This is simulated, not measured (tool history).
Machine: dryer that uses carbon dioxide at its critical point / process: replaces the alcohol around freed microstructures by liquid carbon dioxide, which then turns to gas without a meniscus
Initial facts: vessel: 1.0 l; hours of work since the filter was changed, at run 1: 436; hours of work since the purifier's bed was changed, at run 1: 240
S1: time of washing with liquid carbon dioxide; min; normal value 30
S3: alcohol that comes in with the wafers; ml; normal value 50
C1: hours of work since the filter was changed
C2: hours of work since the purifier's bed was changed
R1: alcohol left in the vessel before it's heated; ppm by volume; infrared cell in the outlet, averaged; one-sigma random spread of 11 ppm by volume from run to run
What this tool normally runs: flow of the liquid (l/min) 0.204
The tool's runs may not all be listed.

run 1 hour=0.0 | S1=30 flow_of_the_liquid_(l/min)=0.204 S3=50 | C1=436 C2=240 | R1=827
run 2 hour=7.3 | S1=30 flow_of_the_liquid_(l/min)=0.186 S3=50 | C1=440 C2=244 | R1=1240
run 3 hour=14.0 | S1=30 flow_of_the_liquid_(l/min)=0.204 S3=70 | C1=443 C2=247 | R1=1164
run 4 hour=23.4 | S1=30 flow_of_the_liquid_(l/min)=0.204 S3=70 | C1=448 C2=252 | R1=1188
run 5 hour=33.1 | S1=29 flow_of_the_liquid_(l/min)=0.204 S3=50 | C1=453 C2=257 | R1=989
run 6 hour=42.0 | S1=30 flow_of_the_liquid_(l/min)=0.204 S3=50 | C1=458 C2=262 | R1=870
run 7 hour=51.8 | S1=30 flow_of_the_liquid_(l/min)=0.204 S3=50 | C1=463 C2=267 | R1=853
run 8 hour=57.2 | S1=30 flow_of_the_liquid_(l/min)=0.204 S3=55 | C1=466 C2=270 | R1=964
run 9 hour=65.9 | S1=30 flow_of_the_liquid_(l/min)=0.204 S3=55 | C1=470 C2=274 | R1=936
run 10 hour=77.8 | S1=30 flow_of_the_liquid_(l/min)=0.204 S3=27 | C1=476 C2=280 | R1=454
run 11 hour=90.2 | S1=30 flow_of_the_liquid_(l/min)=0.204 S3=27 | C1=482 C2=286 | R1=488
run 12 hour=102.6 | S1=30 flow_of_the_liquid_(l/min)=0.204 S3=27 | C1=489 C2=293 | R1=470
run 13 hour=111.0 | S1=30 flow_of_the_liquid_(l/min)=0.204 S3=27 | C1=493 C2=297 | R1=487
run 14 hour=119.8 | S1=35 flow_of_the_liquid_(l/min)=0.244 S3=27 | C1=498 C2=302 | R1=94
run 15 hour=132.1 | S1=30 flow_of_the_liquid_(l/min)=0.295 S3=50 | C1=504 C2=308 | R1=138
run 16 hour=140.1 | S1=30 flow_of_the_liquid_(l/min)=0.204 S3=23 | C1=508 C2=312 | R1=419
run 17 hour=149.7 | S1=30 flow_of_the_liquid_(l/min)=0.204 S3=23 | C1=513 C2=317 | R1=423
run 18 hour=160.2 | S1=30 flow_of_the_liquid_(l/min)=0.204 S3=23 | C1=518 C2=322 | R1=426
run 19 hour=168.6 | S1=30 flow_of_the_liquid_(l/min)=0.204 S3=23 | C1=522 C2=326 | R1=414
run 20 hour=174.0 | S1=24 flow_of_the_liquid_(l/min)=0.154 S3=79 | C1=525 C2=329 | R1=7205
run 21 hour=182.9 | S1=30 flow_of_the_liquid_(l/min)=0.331 S3=46 | C1=530 C2=334 | R1=76
run 22 hour=194.2 | S1=36 flow_of_the_liquid_(l/min)=0.204 S3=25 | C1=536 C2=340 | R1=221
run 23 hour=202.6 | S1=30 flow_of_the_liquid_(l/min)=0.204 S3=29 | C1=540 C2=344 | R1=525

What if the next run were any one of these 5? Each begins from the tool's condition after run 23:
run A hour=213.1 | S1=30 flow_of_the_liquid_(l/min)=0.267 S3=50 | C1=545 C2=349 | R1=?
run B hour=213.1 | S1=30 flow_of_the_liquid_(l/min)=0.163 S3=38 | C1=545 C2=349 | R1=?
run C hour=213.1 | S1=27 flow_of_the_liquid_(l/min)=0.219 S3=35 | C1=545 C2=349 | R1=?
run D hour=213.1 | S1=24 flow_of_the_liquid_(l/min)=0.204 S3=66 | C1=545 C2=349 | R1=?
run E hour=213.1 | S1=30 flow_of_the_liquid_(l/min)=0.204 S3=21 | C1=545 C2=349 | R1=?

run=A R1=239
run=B R1=1592
run=C R1=700
run=D R1=2641
run=E R1=395
The same runs, with their run-to-run variation unchanged, on a tool lacking any hidden condition would have given:
run=A R1=158
run=B R1=1289
run=C R1=531
run=D R1=2137
run=E R1=294
